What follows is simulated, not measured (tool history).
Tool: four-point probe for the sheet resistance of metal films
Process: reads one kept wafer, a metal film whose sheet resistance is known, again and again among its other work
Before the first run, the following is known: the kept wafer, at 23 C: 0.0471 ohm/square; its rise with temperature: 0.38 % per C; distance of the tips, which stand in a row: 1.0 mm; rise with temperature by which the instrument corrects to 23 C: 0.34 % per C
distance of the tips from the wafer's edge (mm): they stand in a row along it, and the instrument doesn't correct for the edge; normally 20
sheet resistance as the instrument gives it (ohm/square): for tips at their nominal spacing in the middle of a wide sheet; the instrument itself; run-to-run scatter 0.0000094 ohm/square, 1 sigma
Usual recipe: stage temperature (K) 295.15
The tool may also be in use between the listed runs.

| run | hour | stage temperature (K) | distance of the tips from the wafer's edge (mm) | sheet resistance as the instrument gives it (ohm/square) |
|---|---|---|---|---|
| 1 | 0.0 | 295.15 | 20 | 0.047381 |
| 2 | 25.1 | 295.15 | 20 | 0.047411 |
| 3 | 41.7 | 295.15 | 61 | 0.047335 |
| 4 | 63.9 | 295.15 | 61 | 0.047338 |
| 5 | 85.5 | 295.15 | 61 | 0.047320 |
| 6 | 101.2 | 300.15 | 20 | 0.047473 |
| 7 | 117.2 | 299.15 | 20 | 0.047459 |
| 8 | 130.1 | 299.15 | 20 | 0.047464 |
| 9 | 147.7 | 299.15 | 20 | 0.047460 |
| 10 | 165.5 | 299.15 | 11 | 0.047591 |
| 11 | 188.1 | 306.15 | 17 | 0.047598 |

3 options for the next run, each taken on its own from the tool as it stands now. Forecast them:
| A | 209.3 | 297.15 | 30 | ? |
| B | 209.3 | 293.15 | 38 | ? |
| C | 209.3 | 308.15 | 53 | ? |

| run | sheet resistance as the instrument gives it (ohm/square) |
|---|---|
| A | 0.047380 |
| B | 0.047308 |
| C | 0.047556 |
With the hidden condition removed and each run's random variation left untouched, the same runs would have given:
| run | sheet resistance as the instrument gives it (ohm/square) |
|---|---|
| A | 0.047148 |
| B | 0.047075 |
| C | 0.047323 |
